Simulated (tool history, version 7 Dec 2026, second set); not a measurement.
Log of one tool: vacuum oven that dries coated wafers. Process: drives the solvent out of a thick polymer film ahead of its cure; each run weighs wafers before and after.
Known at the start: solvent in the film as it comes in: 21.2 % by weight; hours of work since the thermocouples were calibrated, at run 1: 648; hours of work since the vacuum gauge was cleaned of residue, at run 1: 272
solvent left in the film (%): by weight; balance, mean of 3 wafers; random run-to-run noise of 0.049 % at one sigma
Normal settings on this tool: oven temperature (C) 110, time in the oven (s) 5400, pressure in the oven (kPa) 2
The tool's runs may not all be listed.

run,hour,oven temperature (C),time in the oven (s),pressure in the oven (kPa),hours of work since the thermocouples were calibrated,hours of work since the vacuum gauge was cleaned of residue,solvent left in the film (%)
1,0,110,5400,2,648,272,3.62
2,16.8,110,5400,2,660,283,3.57
3,31.3,110,5400,2,669,293,3.58
4,48.2,110,5400,2,681,304,3.56
5,59.6,110,5400,2,688,311,3.51
6,75.2,110,5400,2,699,322,3.56
7,86.5,110,5400,1.5,706,329,3.44
8,98.1,110,3120,2,714,337,6.69
9,110.3,110,4200,2,722,345,4.86
10,126,116,4200,2,732,356,3.08
11,141.8,100,5400,1.92,743,366,6.85
12,153.7,110,4500,7.18,751,374,5.95
13,161,110,7320,1.75,756,379,2.2
14,172.4,110,9120,4.26,763,387,2.35
15,185.4,110,3720,3.21,772,395,5.87
16,200.2,123,3720,1.39,782,405,1.79
17,214.9,114,8280,3.95,792,415,1.75
18,231.7,114,8280,3.95,803,426,1.75

Measured less the same run without the tool's hidden state. The same run-to-run variation is in both; the gauge's scatter may not be:
The tool's hidden condition here consists of: true wafer temperature over the reading, C; true pressure over the reading, kPa; drift of the gauge itself on solvent_pct, %.
run,solvent left in the film (%)
1,-0.45
2,-0.45
3,-0.46
4,-0.46
5,-0.46
6,-0.48
7,-0.48
8,-0.56
9,-0.54
10,-0.45
11,-0.6
12,-0.59
13,-0.37
14,-0.3
15,-0.61
16,-0.34
17,-0.22
18,-0.23

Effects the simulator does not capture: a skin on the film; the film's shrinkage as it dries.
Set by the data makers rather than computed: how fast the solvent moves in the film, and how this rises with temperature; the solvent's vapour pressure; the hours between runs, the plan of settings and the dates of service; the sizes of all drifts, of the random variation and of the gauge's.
